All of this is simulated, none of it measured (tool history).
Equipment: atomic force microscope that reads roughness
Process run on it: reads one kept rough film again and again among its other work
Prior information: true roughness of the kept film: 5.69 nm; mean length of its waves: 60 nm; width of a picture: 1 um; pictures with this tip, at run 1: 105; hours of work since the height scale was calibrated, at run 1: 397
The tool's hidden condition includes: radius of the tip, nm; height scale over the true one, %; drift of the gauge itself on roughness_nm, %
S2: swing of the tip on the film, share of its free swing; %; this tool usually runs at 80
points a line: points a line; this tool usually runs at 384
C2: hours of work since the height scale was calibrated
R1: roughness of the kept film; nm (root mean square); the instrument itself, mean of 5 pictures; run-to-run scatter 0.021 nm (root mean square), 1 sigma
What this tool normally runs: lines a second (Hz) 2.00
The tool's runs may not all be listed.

run 1 hour=0.0 | lines_a_second_(Hz)=2.00 S2=80 points_a_line=384 | pictures_with_this_tip=105 C2=397 | R1=4.923
run 2 hour=16.1 | lines_a_second_(Hz)=2.00 S2=80 points_a_line=384 | pictures_with_this_tip=133 C2=409 | R1=4.862
run 3 hour=30.5 | lines_a_second_(Hz)=2.00 S2=80 points_a_line=384 | pictures_with_this_tip=157 C2=420 | R1=4.835
run 4 hour=45.9 | lines_a_second_(Hz)=2.00 S2=80 points_a_line=384 | pictures_with_this_tip=184 C2=432 | R1=4.789
run 5 hour=75.5 | lines_a_second_(Hz)=2.00 S2=80 points_a_line=259 | pictures_with_this_tip=235 C2=455 | R1=4.718
run 6 hour=108.6 | lines_a_second_(Hz)=2.00 S2=80 points_a_line=259 | pictures_with_this_tip=292 C2=480 | R1=4.627
run 7 hour=130.6 | lines_a_second_(Hz)=2.27 S2=80 points_a_line=384 | pictures_with_this_tip=329 C2=497 | R1=4.515
-- hour=142.6 new tip fitted
run 8 hour=146.9 | lines_a_second_(Hz)=2.00 S2=80 points_a_line=384 | pictures_with_this_tip=7 C2=509 | R1=5.096
run 9 hour=162.4 | lines_a_second_(Hz)=2.00 S2=80 points_a_line=384 | pictures_with_this_tip=34 C2=521 | R1=5.107
run 10 hour=195.4 | lines_a_second_(Hz)=2.00 S2=80 points_a_line=384 | pictures_with_this_tip=91 C2=546 | R1=4.959
run 11 hour=213.3 | lines_a_second_(Hz)=1.21 S2=80 points_a_line=384 | pictures_with_this_tip=121 C2=560 | R1=5.055
run 12 hour=232.6 | lines_a_second_(Hz)=0.53 S2=60 points_a_line=290 | pictures_with_this_tip=155 C2=575 | R1=5.227
run 13 hour=259.7 | lines_a_second_(Hz)=0.70 S2=60 points_a_line=855 | pictures_with_this_tip=201 C2=596 | R1=5.142
-- hour=263.6 height scale calibrated on a step standard
run 14 hour=275.3 | lines_a_second_(Hz)=0.70 S2=60 points_a_line=855 | pictures_with_this_tip=226 C2=9 | R1=5.111
run 15 hour=305.5 | lines_a_second_(Hz)=2.59 S2=87 points_a_line=713 | pictures_with_this_tip=278 C2=32 | R1=4.416
run 16 hour=335.1 | lines_a_second_(Hz)=0.63 S2=68 points_a_line=294 | pictures_with_this_tip=329 C2=55 | R1=4.867
-- hour=345.9 new tip fitted
run 17 hour=354.4 | lines_a_second_(Hz)=0.62 S2=87 points_a_line=327 | pictures_with_this_tip=14 C2=69 | R1=5.310
run 18 hour=370.2 | lines_a_second_(Hz)=2.00 S2=84 points_a_line=384 | pictures_with_this_tip=41 C2=82 | R1=4.959

Entry by entry between the runs, the difference in hidden state between the last listed run before and the first listed run after:
In the gap between runs 7 and 8: new tip fitted (hour 142.6)
  radius of the tip, nm: 24 -> 5.5; height scale over the true one, %: 0.65 -> 0.66
  measured less the result without the state, R1: -0.487 -> +0.018 nm (root mean square)
In the gap between runs 13 and 14: height scale calibrated on a step standard (hour 263.6)
  radius of the tip, nm: 16.9 -> 18.1; height scale over the true one, %: 0.75 -> 0.85
  measured less the result without the state, R1: -0.329 -> -0.361 nm (root mean square)
In the gap between runs 16 and 17: new tip fitted (hour 345.9)
  radius of the tip, nm: 24.5 -> 6.1; height scale over the true one, %: 0.9 -> 0.91
  measured less the result without the state, R1: -0.527 -> +0.013 nm (root mean square)

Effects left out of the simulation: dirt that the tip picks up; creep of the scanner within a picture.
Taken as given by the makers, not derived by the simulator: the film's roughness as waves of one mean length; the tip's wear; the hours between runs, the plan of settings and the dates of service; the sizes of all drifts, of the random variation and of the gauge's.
